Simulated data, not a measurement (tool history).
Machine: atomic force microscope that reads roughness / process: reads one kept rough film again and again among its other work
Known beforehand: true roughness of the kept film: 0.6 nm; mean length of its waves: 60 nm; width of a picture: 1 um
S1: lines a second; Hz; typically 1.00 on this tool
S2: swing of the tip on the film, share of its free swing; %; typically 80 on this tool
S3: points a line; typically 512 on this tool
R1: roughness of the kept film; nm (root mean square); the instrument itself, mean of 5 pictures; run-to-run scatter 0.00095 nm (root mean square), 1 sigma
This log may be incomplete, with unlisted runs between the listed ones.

run   hour    S1  S2   S3      R1
  1    0.0  1.00  80  512  0.5743
  2    7.8  1.00  80  512  0.5744
  3   15.6  1.00  80  686  0.5754
  4   26.9  1.00  80  686  0.5710
  5   37.6  1.00  80  686  0.5704
  6   47.5  1.00  80  512  0.5711
  7   62.5  1.00  55  785  0.5862
  8   72.5  1.00  55  785  0.5840
  9   89.9  1.77  65  785  0.5744
 10  100.9  0.53  80  512  0.5772
 11  109.1  0.99  77  512  0.5704
     111.3  -- new tip fitted
 12  119.5  1.23  77  382  0.5735

Alternative continuations, all from the tool just after run 12; predict every row:
  A  135.1  0.86  80  512   ?
  B  135.1  3.83  66  373   ?
  C  135.1  0.58  57  417   ?
  D  135.1  0.56  59  765   ?

run      R1
  A  0.5771
  B  0.5616
  C  0.5928
  D  0.5899
Take away the tool's hidden state, keep each run's random variation, and the runs would have read:
run      R1
  A  0.5789
  B  0.5633
  C  0.5946
  D  0.5917
